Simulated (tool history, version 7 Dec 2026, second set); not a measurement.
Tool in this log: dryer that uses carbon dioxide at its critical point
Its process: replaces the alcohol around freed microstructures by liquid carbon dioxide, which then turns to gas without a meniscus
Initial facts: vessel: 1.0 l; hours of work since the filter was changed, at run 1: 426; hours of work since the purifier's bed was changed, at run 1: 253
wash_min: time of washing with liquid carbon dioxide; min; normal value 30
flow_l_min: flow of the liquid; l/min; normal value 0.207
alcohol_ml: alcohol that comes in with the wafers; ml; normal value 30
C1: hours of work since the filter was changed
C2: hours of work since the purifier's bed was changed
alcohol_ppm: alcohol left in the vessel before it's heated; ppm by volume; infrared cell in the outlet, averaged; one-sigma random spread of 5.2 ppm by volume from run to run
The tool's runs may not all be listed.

{"run": 1, "hour": 0.0, "wash_min": 30, "flow_l_min": 0.207, "alcohol_ml": 30, "C1": 426, "C2": 253, "alcohol_ppm": 155}
{"run": 2, "hour": 22.9, "wash_min": 30, "flow_l_min": 0.207, "alcohol_ml": 30, "C1": 434, "C2": 261, "alcohol_ppm": 150}
{"run": 3, "hour": 48.9, "wash_min": 30, "flow_l_min": 0.207, "alcohol_ml": 30, "C1": 442, "C2": 269, "alcohol_ppm": 156}
{"run": 4, "hour": 65.3, "wash_min": 30, "flow_l_min": 0.207, "alcohol_ml": 30, "C1": 448, "C2": 275, "alcohol_ppm": 152}
{"run": 5, "hour": 88.9, "wash_min": 30, "flow_l_min": 0.207, "alcohol_ml": 30, "C1": 456, "C2": 282, "alcohol_ppm": 143}
{"run": 6, "hour": 103.2, "wash_min": 30, "flow_l_min": 0.207, "alcohol_ml": 30, "C1": 460, "C2": 287, "alcohol_ppm": 163}
{"run": 7, "hour": 128.2, "wash_min": 30, "flow_l_min": 0.207, "alcohol_ml": 30, "C1": 468, "C2": 295, "alcohol_ppm": 159}
{"hour": 152.8, "done": "inlet filter changed"}
{"run": 8, "hour": 155.3, "wash_min": 30, "flow_l_min": 0.207, "alcohol_ml": 30, "C1": 1, "C2": 304, "alcohol_ppm": 112}
{"run": 9, "hour": 179.9, "wash_min": 30, "flow_l_min": 0.305, "alcohol_ml": 30, "C1": 9, "C2": 312, "alcohol_ppm": 21}
{"run": 10, "hour": 202.1, "wash_min": 30, "flow_l_min": 0.305, "alcohol_ml": 49, "C1": 16, "C2": 319, "alcohol_ppm": 33}
{"run": 11, "hour": 214.9, "wash_min": 30, "flow_l_min": 0.305, "alcohol_ml": 49, "C1": 20, "C2": 323, "alcohol_ppm": 39}
{"run": 12, "hour": 235.1, "wash_min": 24, "flow_l_min": 0.332, "alcohol_ml": 30, "C1": 27, "C2": 330, "alcohol_ppm": 43}
{"run": 13, "hour": 257.7, "wash_min": 20, "flow_l_min": 0.332, "alcohol_ml": 44, "C1": 34, "C2": 338, "alcohol_ppm": 114}
{"run": 14, "hour": 280.6, "wash_min": 24, "flow_l_min": 0.207, "alcohol_ml": 32, "C1": 42, "C2": 345, "alcohol_ppm": 326}
{"run": 15, "hour": 301.1, "wash_min": 24, "flow_l_min": 0.146, "alcohol_ml": 30, "C1": 49, "C2": 352, "alcohol_ppm": 1148}
{"run": 16, "hour": 323.9, "wash_min": 24, "flow_l_min": 0.271, "alcohol_ml": 30, "C1": 56, "C2": 359, "alcohol_ppm": 90}
{"run": 17, "hour": 340.3, "wash_min": 30, "flow_l_min": 0.142, "alcohol_ml": 30, "C1": 62, "C2": 365, "alcohol_ppm": 582}
{"run": 18, "hour": 355.3, "wash_min": 19, "flow_l_min": 0.131, "alcohol_ml": 30, "C1": 67, "C2": 370, "alcohol_ppm": 2979}
{"run": 19, "hour": 374.8, "wash_min": 30, "flow_l_min": 0.246, "alcohol_ml": 30, "C1": 73, "C2": 376, "alcohol_ppm": 56}
{"run": 20, "hour": 393.5, "wash_min": 18, "flow_l_min": 0.21, "alcohol_ml": 53, "C1": 79, "C2": 382, "alcohol_ppm": 1605}

Forecast each of these 4 alternatives for the next run:
{"run": "A", "hour": 408.6, "wash_min": 48, "flow_l_min": 0.21, "alcohol_ml": 53, "C1": 84, "C2": 387, "alcohol_ppm": "?"}
{"run": "B", "hour": 408.6, "wash_min": 19, "flow_l_min": 0.207, "alcohol_ml": 30, "C1": 84, "C2": 387, "alcohol_ppm": "?"}
{"run": "C", "hour": 408.6, "wash_min": 30, "flow_l_min": 0.135, "alcohol_ml": 23, "C1": 84, "C2": 387, "alcohol_ppm": "?"}
{"run": "D", "hour": 408.6, "wash_min": 33, "flow_l_min": 0.329, "alcohol_ml": 48, "C1": 84, "C2": 387, "alcohol_ppm": "?"}

run=A alcohol_ppm=30
run=B alcohol_ppm=777
run=C alcohol_ppm=551
run=D alcohol_ppm=25
Without the tool's hidden state the same runs would have given:
run=A alcohol_ppm=6
run=B alcohol_ppm=702
run=C alcohol_ppm=490
run=D alcohol_ppm=2
